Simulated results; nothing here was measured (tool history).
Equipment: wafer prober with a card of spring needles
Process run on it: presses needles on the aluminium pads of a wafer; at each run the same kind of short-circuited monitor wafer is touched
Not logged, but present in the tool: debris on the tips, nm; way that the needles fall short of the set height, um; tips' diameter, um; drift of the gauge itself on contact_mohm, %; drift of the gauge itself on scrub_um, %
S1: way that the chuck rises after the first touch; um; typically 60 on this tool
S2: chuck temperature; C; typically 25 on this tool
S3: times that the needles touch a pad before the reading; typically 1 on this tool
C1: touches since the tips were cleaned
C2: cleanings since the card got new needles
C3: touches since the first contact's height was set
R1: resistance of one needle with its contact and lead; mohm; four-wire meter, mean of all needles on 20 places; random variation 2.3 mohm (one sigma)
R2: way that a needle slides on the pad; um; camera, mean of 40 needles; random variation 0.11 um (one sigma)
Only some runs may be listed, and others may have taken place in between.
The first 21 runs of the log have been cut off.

run 22 hour=187.8 | S1=61 S2=26 S3=1 | C1=4002 C2=33 C3=157818 | R1=298 R2=12.74
-- hour=189.3 tips cleaned on abrasive film
run 23 hour=193.3 | S1=45 S2=26 S3=1 | C1=1095 C2=34 C3=159310 | R1=291 R2=9.45
run 24 hour=204.7 | S1=45 S2=26 S3=1 | C1=4188 C2=34 C3=162403 | R1=324 R2=9.11
-- hour=205.5 tips cleaned on abrasive film
run 25 hour=211.7 | S1=60 S2=37 S3=2 | C1=1714 C2=35 C3=164309 | R1=283 R2=12.41
run 26 hour=219.5 | S1=60 S2=31 S3=1 | C1=3828 C2=35 C3=166423 | R1=300 R2=12.36
-- hour=222 tips cleaned on abrasive film
run 27 hour=225.6 | S1=54 S2=25 S3=1 | C1=978 C2=36 C3=168060 | R1=279 R2=11.05
run 28 hour=233.5 | S1=60 S2=79 S3=2 | C1=3150 C2=36 C3=170232 | R1=290 R2=12.47
-- hour=238.2 tips cleaned on abrasive film
run 29 hour=239.1 | S1=60 S2=79 S3=2 | C1=242 C2=37 C3=171727 | R1=284 R2=12.34
run 30 hour=248.5 | S1=60 S2=68 S3=2 | C1=2816 C2=37 C3=174301 | R1=293 R2=12.31
-- hour=254.3 tips cleaned on abrasive film
run 31 hour=256.7 | S1=60 S2=59 S3=1 | C1=680 C2=38 C3=176516 | R1=285 R2=12.43
run 32 hour=266.7 | S1=42 S2=63 S3=3 | C1=3389 C2=38 C3=179225 | R1=300 R2=8.51
-- hour=270.2 tips cleaned on abrasive film
-- hour=271.8 height of the first contact set anew
run 33 hour=274.9 | S1=42 S2=63 S3=3 | C1=1214 C2=39 C3=839 | R1=291 R2=9.19
run 34 hour=279.7 | S1=42 S2=63 S3=3 | C1=2533 C2=39 C3=2158 | R1=298 R2=8.89
run 35 hour=285.3 | S1=42 S2=63 S3=3 | C1=4046 C2=39 C3=3671 | R1=300 R2=9.2

Consider 3 possible next runs. They are alternatives, not a sequence: every one starts from the tool as it was left by run 35. What does each give?
-- hour=286.9 tips cleaned on abrasive film
run A hour=293.7 | S1=60 S2=25 S3=2 | C1=1852 C2=40 C3=5936 | R1=? R2=?
-- hour=286.9 tips cleaned on abrasive film
run B hour=293.7 | S1=60 S2=40 S3=3 | C1=1852 C2=40 C3=5936 | R1=? R2=?
-- hour=286.9 tips cleaned on abrasive film
run C hour=293.7 | S1=42 S2=50 S3=3 | C1=1852 C2=40 C3=5936 | R1=? R2=?

run=A R1=278 R2=13.07
run=B R1=276 R2=13.18
run=C R1=289 R2=9.13
Stripped of hidden state, with their random variation kept, the same runs would have yielded:
run=A R1=266 R2=13.09
run=B R1=269 R2=13.2
run=C R1=277 R2=9.15

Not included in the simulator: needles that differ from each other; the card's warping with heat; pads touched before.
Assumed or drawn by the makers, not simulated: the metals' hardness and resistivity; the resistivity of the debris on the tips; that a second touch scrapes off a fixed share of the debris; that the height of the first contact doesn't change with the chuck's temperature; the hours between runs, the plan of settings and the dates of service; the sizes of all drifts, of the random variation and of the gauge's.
